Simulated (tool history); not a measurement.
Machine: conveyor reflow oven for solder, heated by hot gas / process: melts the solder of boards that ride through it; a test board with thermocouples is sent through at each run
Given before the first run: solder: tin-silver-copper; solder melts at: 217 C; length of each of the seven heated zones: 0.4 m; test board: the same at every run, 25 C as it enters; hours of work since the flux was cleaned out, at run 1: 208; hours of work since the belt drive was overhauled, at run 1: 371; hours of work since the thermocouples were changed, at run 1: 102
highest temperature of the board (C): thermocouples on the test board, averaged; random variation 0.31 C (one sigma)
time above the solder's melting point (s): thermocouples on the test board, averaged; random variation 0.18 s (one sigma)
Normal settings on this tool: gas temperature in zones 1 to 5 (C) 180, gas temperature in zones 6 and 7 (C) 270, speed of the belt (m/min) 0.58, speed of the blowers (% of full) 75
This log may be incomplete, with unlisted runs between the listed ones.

run,day,gas temperature in zones 1 to 5 (C),gas temperature in zones 6 and 7 (C),speed of the belt (m/min),speed of the blowers (% of full),hours of work since the flux was cleaned out,hours of work since the belt drive was overhauled,hours of work since the thermocouples were changed,highest temperature of the board (C),time above the solder's melting point (s)
1,0,180,270,0.58,75,208,371,102,258.1,70
2,0.312,180,270,0.58,75,213,375,107,258.4,70.2
3,0.558,180,270,0.58,75,216,379,111,257.6,70.3
4,0.962,184,270,0.58,75,222,385,117,258.7,71.9
5,1.208,177,270,0.58,75,226,389,120,257.3,68.7
6,1.525,177,270,0.58,75,231,393,125,257.4,68.7
# day 1.8: flux residue cleaned out of gas plates and filters
7,1.996,177,270,0.58,75,3,397,129,258.7,69.2

Estimate the outcome of run 8 from the log above:
8,2.279,166,272,0.637,69,7,401,133,?,?

highest temperature of the board (C): 255.3
time above the solder's melting point (s): 56.4
On a tool with no hidden condition, and with the same random variation, this run would have come out at highest temperature of the board (C) 255.8, time above the solder's melting point (s) 56.

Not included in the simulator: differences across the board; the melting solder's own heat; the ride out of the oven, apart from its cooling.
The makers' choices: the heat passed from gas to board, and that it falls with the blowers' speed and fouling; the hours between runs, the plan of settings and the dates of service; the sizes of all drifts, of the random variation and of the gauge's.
